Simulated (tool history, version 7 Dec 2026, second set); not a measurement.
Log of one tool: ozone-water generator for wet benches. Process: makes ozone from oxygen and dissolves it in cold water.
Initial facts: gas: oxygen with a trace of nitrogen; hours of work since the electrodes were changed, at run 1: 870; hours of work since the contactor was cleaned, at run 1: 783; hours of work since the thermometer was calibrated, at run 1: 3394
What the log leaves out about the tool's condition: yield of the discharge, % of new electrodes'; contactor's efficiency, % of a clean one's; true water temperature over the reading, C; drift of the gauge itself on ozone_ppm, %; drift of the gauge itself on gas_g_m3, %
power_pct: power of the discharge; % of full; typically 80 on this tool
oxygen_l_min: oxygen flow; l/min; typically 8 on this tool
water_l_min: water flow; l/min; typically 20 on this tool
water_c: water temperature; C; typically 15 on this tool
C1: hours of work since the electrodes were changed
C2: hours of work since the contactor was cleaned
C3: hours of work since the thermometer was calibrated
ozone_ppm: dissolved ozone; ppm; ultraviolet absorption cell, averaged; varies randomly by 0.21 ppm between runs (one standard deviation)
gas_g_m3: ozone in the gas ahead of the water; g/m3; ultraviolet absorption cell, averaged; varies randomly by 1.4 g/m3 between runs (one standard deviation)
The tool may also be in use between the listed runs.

{"run": 1, "hour": 0.0, "power_pct": 80, "oxygen_l_min": 8, "water_l_min": 20, "water_c": 15, "C1": 870, "C2": 783, "C3": 3394, "ozone_ppm": 30.3, "gas_g_m3": 250.4}
{"run": 2, "hour": 37.8, "power_pct": 80, "oxygen_l_min": 8, "water_l_min": 20, "water_c": 15, "C1": 904, "C2": 817, "C3": 3428, "ozone_ppm": 29.9, "gas_g_m3": 249.4}
{"run": 3, "hour": 58.5, "power_pct": 80, "oxygen_l_min": 8, "water_l_min": 20, "water_c": 15, "C1": 923, "C2": 835, "C3": 3447, "ozone_ppm": 29.9, "gas_g_m3": 247.6}
{"run": 4, "hour": 94.8, "power_pct": 80, "oxygen_l_min": 8, "water_l_min": 20, "water_c": 15, "C1": 955, "C2": 868, "C3": 3479, "ozone_ppm": 29.6, "gas_g_m3": 249.2}
{"run": 5, "hour": 120.4, "power_pct": 80, "oxygen_l_min": 8, "water_l_min": 20, "water_c": 15, "C1": 978, "C2": 891, "C3": 3502, "ozone_ppm": 29.7, "gas_g_m3": 249.8}
{"run": 6, "hour": 136.6, "power_pct": 53, "oxygen_l_min": 8, "water_l_min": 20, "water_c": 15, "C1": 993, "C2": 906, "C3": 3517, "ozone_ppm": 21.3, "gas_g_m3": 179.7}
{"run": 7, "hour": 152.3, "power_pct": 80, "oxygen_l_min": 8, "water_l_min": 20, "water_c": 15, "C1": 1007, "C2": 920, "C3": 3531, "ozone_ppm": 29.6, "gas_g_m3": 247.3}
{"run": 8, "hour": 182.0, "power_pct": 46, "oxygen_l_min": 8, "water_l_min": 20, "water_c": 15, "C1": 1034, "C2": 947, "C3": 3558, "ozone_ppm": 19.1, "gas_g_m3": 158.4}
{"run": 9, "hour": 216.6, "power_pct": 46, "oxygen_l_min": 8, "water_l_min": 20, "water_c": 15, "C1": 1065, "C2": 978, "C3": 3589, "ozone_ppm": 18.9, "gas_g_m3": 157.4}
{"run": 10, "hour": 233.1, "power_pct": 46, "oxygen_l_min": 8, "water_l_min": 20, "water_c": 15, "C1": 1080, "C2": 993, "C3": 3604, "ozone_ppm": 19.2, "gas_g_m3": 159.2}
{"run": 11, "hour": 270.2, "power_pct": 45, "oxygen_l_min": 4.48, "water_l_min": 20, "water_c": 15, "C1": 1113, "C2": 1026, "C3": 3637, "ozone_ppm": 20, "gas_g_m3": 227.5}
{"run": 12, "hour": 304.5, "power_pct": 82, "oxygen_l_min": 8, "water_l_min": 31, "water_c": 15, "C1": 1144, "C2": 1057, "C3": 3668, "ozone_ppm": 22, "gas_g_m3": 250.6}
{"run": 13, "hour": 325.0, "power_pct": 82, "oxygen_l_min": 8, "water_l_min": 31, "water_c": 15, "C1": 1163, "C2": 1076, "C3": 3687, "ozone_ppm": 22.2, "gas_g_m3": 249.6}
{"run": 14, "hour": 351.4, "power_pct": 67, "oxygen_l_min": 8, "water_l_min": 20, "water_c": 15, "C1": 1186, "C2": 1099, "C3": 3710, "ozone_ppm": 25.7, "gas_g_m3": 211.4}
{"run": 15, "hour": 386.3, "power_pct": 45, "oxygen_l_min": 6.23, "water_l_min": 20, "water_c": 20, "C1": 1218, "C2": 1131, "C3": 3742, "ozone_ppm": 18, "gas_g_m3": 184.1}
{"run": 16, "hour": 413.6, "power_pct": 45, "oxygen_l_min": 6.23, "water_l_min": 20, "water_c": 20, "C1": 1242, "C2": 1155, "C3": 3766, "ozone_ppm": 18, "gas_g_m3": 182.7}
{"run": 17, "hour": 429.4, "power_pct": 48, "oxygen_l_min": 11.15, "water_l_min": 23, "water_c": 9, "C1": 1257, "C2": 1169, "C3": 3781, "ozone_ppm": 18.5, "gas_g_m3": 132.2}
{"run": 18, "hour": 454.6, "power_pct": 80, "oxygen_l_min": 8, "water_l_min": 12, "water_c": 15, "C1": 1279, "C2": 1192, "C3": 3803, "ozone_ppm": 39, "gas_g_m3": 243.9}
{"run": 19, "hour": 484.6, "power_pct": 80, "oxygen_l_min": 8, "water_l_min": 12, "water_c": 15, "C1": 1306, "C2": 1219, "C3": 3830, "ozone_ppm": 39.2, "gas_g_m3": 240.7}
{"run": 20, "hour": 510.9, "power_pct": 96, "oxygen_l_min": 11.07, "water_l_min": 12, "water_c": 15, "C1": 1330, "C2": 1243, "C3": 3854, "ozone_ppm": 40, "gas_g_m3": 228.1}

Below are 3 alternative next runs, each starting from the tool's condition after run 20. Predict each:
{"run": "A", "hour": 526.2, "power_pct": 80, "oxygen_l_min": 7.58, "water_l_min": 20, "water_c": 17, "C1": 1344, "C2": 1257, "C3": 3868, "ozone_ppm": "?", "gas_g_m3": "?"}
{"run": "B", "hour": 526.2, "power_pct": 80, "oxygen_l_min": 6.05, "water_l_min": 20, "water_c": 13, "C1": 1344, "C2": 1257, "C3": 3868, "ozone_ppm": "?", "gas_g_m3": "?"}
{"run": "C", "hour": 526.2, "power_pct": 96, "oxygen_l_min": 11.07, "water_l_min": 12, "water_c": 15, "C1": 1344, "C2": 1257, "C3": 3868, "ozone_ppm": "?", "gas_g_m3": "?"}

run=A ozone_ppm=28.1 gas_g_m3=253.1
run=B ozone_ppm=31.9 gas_g_m3=292.4
run=C ozone_ppm=40.5 gas_g_m3=225.1
With the hidden condition removed and each run's random variation left untouched, the same runs would have given:
run=A ozone_ppm=30.6 gas_g_m3=266.7
run=B ozone_ppm=34.6 gas_g_m3=308.2
run=C ozone_ppm=44.3 gas_g_m3=239
